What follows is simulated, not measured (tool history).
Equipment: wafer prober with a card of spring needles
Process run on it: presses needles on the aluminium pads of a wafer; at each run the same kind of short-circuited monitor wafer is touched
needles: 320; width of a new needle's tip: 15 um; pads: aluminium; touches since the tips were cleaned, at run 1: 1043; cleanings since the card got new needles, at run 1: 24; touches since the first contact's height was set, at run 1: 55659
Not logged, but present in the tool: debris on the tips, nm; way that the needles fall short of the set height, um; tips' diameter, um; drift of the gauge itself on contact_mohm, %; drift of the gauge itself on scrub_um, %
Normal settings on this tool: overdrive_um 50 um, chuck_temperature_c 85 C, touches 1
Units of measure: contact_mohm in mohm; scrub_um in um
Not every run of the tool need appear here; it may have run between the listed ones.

run   hour  overdrive_um  chuck_temperature_c  touches  touches since the tips were cleaned  cleanings since the card got new needles  touches since the first contact's height was set  contact_mohm  scrub_um
  1    0.0            50                   85        1                                 1043                                        24                                             55659           343     10.99
       6.8  -- tips cleaned on abrasive film
  2   15.7            50                   85        1                                 1322                                        25                                             57968           347     11.09
      19.6  -- tips cleaned on abrasive film
  3   31.7            58                   85        1                                 1788                                        26                                             60311           344     12.93
      33.2  -- tips cleaned on abrasive film
  4   40.0            42                   85        1                                 1010                                        27                                             61522           370      9.07
      45.9  -- tips cleaned on abrasive film
  5   50.6            50                   85        1                                  694                                        28                                             63076           324     10.94
  6   57.9            50                   85        1                                 1764                                        28                                             64146           360     10.60
      58.8  -- tips cleaned on abrasive film
      72.4  -- tips cleaned on abrasive film
  7   72.4            50                   85        1                                    0                                        30                                             66258           291     10.89
      85.7  -- tips cleaned on abrasive film
  8   86.8            50                   85        1                                  154                                        31                                             68370           299     10.96
  9   94.5            50                   32        1                                 1297                                        31                                             69513           338     10.95
      98.7  -- tips cleaned on abrasive film
 10  106.7            50                   32        2                                 1183                                        32                                             71297           310     10.85
     111.6  -- tips cleaned on abrasive film
 11  115.4            50                   32        2                                  570                                        33                                             72570           296     10.92
     125.2  -- tips cleaned on abrasive film
 12  129.6            50                   34        2                                  652                                        34                                             74647           299     10.80
     138.6  -- tips cleaned on abrasive film
 13  144.4            50                   55        2                                  851                                        35                                             76818           305     10.80
     152.6  -- tips cleaned on abrasive film
 14  158.9            50                   53        1                                  931                                        36                                             78952           337     10.70
     166.5  -- tips cleaned on abrasive film
 15  170.7            44                   32        3                                  616                                        37                                             80668           291      9.42
 16  179.1            50                   27        3                                 1861                                        37                                             81913           307     10.51
     180.1  -- tips cleaned on abrasive film
 17  186.9            45                   29        2                                 1015                                        38                                             83059           316      9.47
     193.7  -- tips cleaned on abrasive film
 18  202.9            50                   48        1                                 1361                                        39                                             85407           349     10.74
     207.3  -- tips cleaned on abrasive film
 19  217.5            50                   48        1                                 1508                                        40                                             87539           354     10.61
     220.2  -- tips cleaned on abrasive film
 20  228.9            67                   90        2                                 1275                                        41                                             89207           307     14.51
     233.4  -- tips cleaned on abrasive film
 21  242.5            42                   59        1                                 1353                                        42                                             91205           398      8.73
     246.6  -- tips cleaned on abrasive film
 22  254.6            60                   85        1                                 1177                                        43                                             92968           328     12.73
     260.2  -- tips cleaned on abrasive film
 23  261.4            55                   82        1                                  176                                        44                                             93964           304     11.76
 24  269.6            55                   82        1                                 1384                                        44                                             95172           347     11.81

Branching from run 24: 3 alternative next runs. What would each branch give?
     273.4  -- tips cleaned on abrasive film
  A  283.9            48                   50        2                                 1550                                        45                                             97277             ?         ?
     273.4  -- tips cleaned on abrasive film
  B  283.9            54                   97        2                                 1550                                        45                                             97277             ?         ?
     273.4  -- tips cleaned on abrasive film
  C  283.9            50                   57        2                                 1550                                        45                                             97277             ?         ?

run  contact_mohm  scrub_um
  A           336      9.81
  B           330     11.25
  C           324     10.46
Without the tool's hidden state the same runs would have given:
run  contact_mohm  scrub_um
  A           275     11.00
  B           285     12.44
  C           269     11.64
